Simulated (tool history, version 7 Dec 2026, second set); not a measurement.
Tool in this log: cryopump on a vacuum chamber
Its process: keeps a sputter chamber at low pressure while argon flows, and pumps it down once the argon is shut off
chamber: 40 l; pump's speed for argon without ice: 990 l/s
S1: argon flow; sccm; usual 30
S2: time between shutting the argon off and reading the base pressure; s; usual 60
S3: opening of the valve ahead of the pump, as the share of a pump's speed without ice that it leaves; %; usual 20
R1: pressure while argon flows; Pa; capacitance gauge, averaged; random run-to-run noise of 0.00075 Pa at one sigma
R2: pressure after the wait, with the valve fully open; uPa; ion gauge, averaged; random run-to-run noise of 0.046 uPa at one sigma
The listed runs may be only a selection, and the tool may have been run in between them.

| run | hour | S1 | S2 | S3 | R1 | R2 |
|---|---|---|---|---|---|---|
| 1 | 0.0 | 30 | 60 | 20 | 0.2553 | 2.87 |
| 2 | 12.0 | 15 | 60 | 20 | 0.1275 | 2.89 |
| 3 | 29.2 | 15 | 60 | 20 | 0.1284 | 2.79 |
| 4 | 43.8 | 15 | 60 | 20 | 0.1280 | 2.90 |
| 5 | 58.5 | 15 | 60 | 20 | 0.1285 | 2.93 |
| 6 | 73.3 | 30 | 34 | 20 | 0.2562 | 4.71 |
| 7 | 86.1 | 30 | 34 | 20 | 0.2562 | 4.70 |
| 8 | 97.0 | 20 | 21 | 16 | 0.2137 | 7.28 |
| 9 | 110.5 | 45 | 223 | 37 | 0.2089 | 1.12 |
| 10 | 120.1 | 41 | 70 | 37 | 0.1897 | 2.61 |
| 11 | 127.8 | 41 | 70 | 37 | 0.1899 | 2.60 |

What if the next run were any one of these 3? Each begins from the tool's condition after run 11:
| A | 138.7 | 19 | 24 | 17 | ? | ? |
| B | 138.7 | 57 | 84 | 28 | ? | ? |
| C | 138.7 | 24 | 78 | 42 | ? | ? |

| run | R1 | R2 |
|---|---|---|
| A | 0.1917 | 6.71 |
| B | 0.3512 | 2.26 |
| C | 0.0984 | 2.36 |
With the hidden condition removed and each run's random variation left untouched, the same runs would have given:
| run | R1 | R2 |
|---|---|---|
| A | 0.1911 | 6.50 |
| B | 0.3493 | 2.05 |
| C | 0.0976 | 2.16 |

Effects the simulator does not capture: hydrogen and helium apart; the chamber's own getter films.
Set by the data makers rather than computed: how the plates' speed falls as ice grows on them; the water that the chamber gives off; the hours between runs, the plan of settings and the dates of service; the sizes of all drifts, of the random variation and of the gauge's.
